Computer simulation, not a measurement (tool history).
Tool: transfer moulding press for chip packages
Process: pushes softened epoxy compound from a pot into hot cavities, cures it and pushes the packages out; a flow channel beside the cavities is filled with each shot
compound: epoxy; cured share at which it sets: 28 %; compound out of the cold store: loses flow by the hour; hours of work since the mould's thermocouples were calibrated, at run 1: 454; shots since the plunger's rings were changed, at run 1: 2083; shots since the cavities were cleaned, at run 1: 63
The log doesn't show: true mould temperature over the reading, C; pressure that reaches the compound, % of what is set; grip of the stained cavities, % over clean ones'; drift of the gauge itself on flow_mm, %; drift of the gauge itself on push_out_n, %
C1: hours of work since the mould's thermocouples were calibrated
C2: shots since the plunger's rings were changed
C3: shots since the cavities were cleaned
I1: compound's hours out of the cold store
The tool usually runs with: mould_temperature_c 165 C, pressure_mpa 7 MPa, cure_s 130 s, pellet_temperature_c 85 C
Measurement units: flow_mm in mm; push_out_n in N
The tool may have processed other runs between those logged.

run 1 hour=0 | mould_temperature_c=165 pressure_mpa=7 cure_s=130 pellet_temperature_c=85 | C1=454 C2=2083 C3=63 | I1=25.4 | flow_mm=818 push_out_n=473
run 2 hour=35.8 | mould_temperature_c=165 pressure_mpa=7 cure_s=130 pellet_temperature_c=85 | C1=480 C2=2448 C3=428 | I1=38.1 | flow_mm=744 push_out_n=685
-- hour=75.2 cavities cleaned with cleaning compound and waxed
run 3 hour=95 | mould_temperature_c=165 pressure_mpa=7 cure_s=130 pellet_temperature_c=85 | C1=522 C2=3036 C3=202 | I1=14.2 | flow_mm=878 push_out_n=621
run 4 hour=149.4 | mould_temperature_c=165 pressure_mpa=7 cure_s=130 pellet_temperature_c=85 | C1=562 C2=3591 C3=757 | I1=26.1 | flow_mm=806 push_out_n=834
-- hour=156.8 cavities cleaned with cleaning compound and waxed
run 5 hour=188.3 | mould_temperature_c=158 pressure_mpa=7 cure_s=130 pellet_temperature_c=85 | C1=589 C2=3971 C3=321 | I1=20.4 | flow_mm=860 push_out_n=1133
-- hour=200.3 mould's thermocouples calibrated
-- hour=202.8 plunger's sealing rings changed
-- hour=246.3 cavities cleaned with cleaning compound and waxed
run 6 hour=253.8 | mould_temperature_c=165 pressure_mpa=7 cure_s=130 pellet_temperature_c=85 | C1=36 C2=504 C3=76 | I1=34.7 | flow_mm=781 push_out_n=510
run 7 hour=289 | mould_temperature_c=165 pressure_mpa=7 cure_s=130 pellet_temperature_c=85 | C1=62 C2=863 C3=435 | I1=13.9 | flow_mm=899 push_out_n=805
-- hour=329.2 cavities cleaned with cleaning compound and waxed
run 8 hour=353.3 | mould_temperature_c=165 pressure_mpa=7 cure_s=130 pellet_temperature_c=85 | C1=108 C2=1503 C3=246 | I1=18.4 | flow_mm=868 push_out_n=694
-- hour=411.9 cavities cleaned with cleaning compound and waxed
run 9 hour=421 | mould_temperature_c=165 pressure_mpa=7 cure_s=130 pellet_temperature_c=85 | C1=156 C2=2177 C3=93 | I1=10.5 | flow_mm=912 push_out_n=589
-- hour=462.8 mould's thermocouples calibrated, once more
run 10 hour=472.7 | mould_temperature_c=165 pressure_mpa=7 cure_s=130 pellet_temperature_c=85 | C1=7 C2=2683 C3=599 | I1=28.6 | flow_mm=789 push_out_n=738
-- hour=496.6 cavities cleaned with cleaning compound and waxed
run 11 hour=505.4 | mould_temperature_c=165 pressure_mpa=7 cure_s=130 pellet_temperature_c=85 | C1=30 C2=3001 C3=90 | I1=42.3 | flow_mm=716 push_out_n=460
run 12 hour=542.3 | mould_temperature_c=165 pressure_mpa=7 cure_s=130 pellet_temperature_c=85 | C1=57 C2=3376 C3=465 | I1=36.5 | flow_mm=743 push_out_n=683
-- hour=580.7 cavities cleaned with cleaning compound and waxed
run 13 hour=610.2 | mould_temperature_c=165 pressure_mpa=7 cure_s=130 pellet_temperature_c=78 | C1=106 C2=4054 C3=301 | I1=38.5 | flow_mm=731 push_out_n=630
-- hour=618.9 plunger's sealing rings changed
run 14 hour=655.2 | mould_temperature_c=166 pressure_mpa=7.78 cure_s=134 pellet_temperature_c=85 | C1=137 C2=370 C3=733 | I1=31.5 | flow_mm=830 push_out_n=722
-- hour=667.3 cavities cleaned with cleaning compound and waxed
run 15 hour=698.6 | mould_temperature_c=166 pressure_mpa=7.78 cure_s=134 pellet_temperature_c=85 | C1=167 C2=797 C3=319 | I1=28.6 | flow_mm=843 push_out_n=624
run 16 hour=745.3 | mould_temperature_c=166 pressure_mpa=7.78 cure_s=168 pellet_temperature_c=91 | C1=201 C2=1273 C3=795 | I1=40.6 | flow_mm=772 push_out_n=668
-- hour=749.8 cavities cleaned with cleaning compound and waxed
run 17 hour=799.6 | mould_temperature_c=165 pressure_mpa=6.91 cure_s=129 pellet_temperature_c=85 | C1=240 C2=1811 C3=508 | I1=17.4 | flow_mm=857 push_out_n=753
-- hour=834.8 cavities cleaned with cleaning compound and waxed
run 18 hour=862.3 | mould_temperature_c=160 pressure_mpa=7 cure_s=153 pellet_temperature_c=87 | C1=285 C2=2434 C3=280 | I1=29.4 | flow_mm=806 push_out_n=636
-- hour=916.4 cavities cleaned with cleaning compound and waxed
run 19 hour=935.7 | mould_temperature_c=160 pressure_mpa=8.04 cure_s=117 pellet_temperature_c=85 | C1=337 C2=3166 C3=196 | I1=21.2 | flow_mm=909 push_out_n=973
run 20 hour=993.7 | mould_temperature_c=166 pressure_mpa=6.4 cure_s=122 pellet_temperature_c=85 | C1=380 C2=3757 C3=787 | I1=27.3 | flow_mm=752 push_out_n=827
-- hour=1000.1 cavities cleaned with cleaning compound and waxed
-- hour=1032.6 plunger's sealing rings changed
run 21 hour=1067.8 | mould_temperature_c=173 pressure_mpa=7 cure_s=138 pellet_temperature_c=85 | C1=431 C2=359 C3=664 | I1=25.4 | flow_mm=802 push_out_n=606
-- hour=1083.8 cavities cleaned with cleaning compound and waxed
run 22 hour=1114.1 | mould_temperature_c=166 pressure_mpa=8 cure_s=120 pellet_temperature_c=81 | C1=464 C2=816 C3=309 | I1=13.4 | flow_mm=955 push_out_n=737
-- hour=1169.4 cavities cleaned with cleaning compound and waxed
run 23 hour=1187.3 | mould_temperature_c=166 pressure_mpa=8 cure_s=150 pellet_temperature_c=80 | C1=516 C2=1546 C3=183 | I1=33.4 | flow_mm=828 push_out_n=508
run 24 hour=1238.5 | mould_temperature_c=168 pressure_mpa=7 cure_s=130 pellet_temperature_c=89 | C1=553 C2=2067 C3=704 | I1=39.7 | flow_mm=732 push_out_n=721
-- hour=1252.4 cavities cleaned with cleaning compound and waxed
-- hour=1299.7 mould's thermocouples calibrated
run 25 hour=1314.7 | mould_temperature_c=168 pressure_mpa=7 cure_s=130 pellet_temperature_c=89 | C1=11 C2=2808 C3=615 | I1=36.6 | flow_mm=736 push_out_n=685
-- hour=1336.5 cavities cleaned with cleaning compound and waxed
run 26 hour=1371.6 | mould_temperature_c=168 pressure_mpa=7 cure_s=130 pellet_temperature_c=88 | C1=51 C2=3372 C3=357 | I1=34.9 | flow_mm=743 push_out_n=576

Predict each of these 4 candidate next runs independently; none follows another, all start after run 26:
run A hour=1406 | mould_temperature_c=168 pressure_mpa=8.41 cure_s=130 pellet_temperature_c=84 | C1=77 C2=3723 C3=708 | I1=14.4 | flow_mm=? push_out_n=?
run B hour=1406 | mould_temperature_c=159 pressure_mpa=7 cure_s=130 pellet_temperature_c=91 | C1=77 C2=3723 C3=708 | I1=43.6 | flow_mm=? push_out_n=?
run C hour=1406 | mould_temperature_c=166 pressure_mpa=6.9 cure_s=130 pellet_temperature_c=88 | C1=77 C2=3723 C3=708 | I1=43.7 | flow_mm=? push_out_n=?
run D hour=1406 | mould_temperature_c=168 pressure_mpa=7.94 cure_s=112 pellet_temperature_c=78 | C1=77 C2=3723 C3=708 | I1=37.1 | flow_mm=? push_out_n=?

run=A flow_mm=935 push_out_n=703
run=B flow_mm=723 push_out_n=988
run=C flow_mm=698 push_out_n=691
run=D flow_mm=779 push_out_n=789
Take away the tool's hidden state, keep each run's random variation, and the runs would have read:
run=A flow_mm=966 push_out_n=359
run=B flow_mm=746 push_out_n=511
run=C flow_mm=720 push_out_n=355
run=D flow_mm=804 push_out_n=408
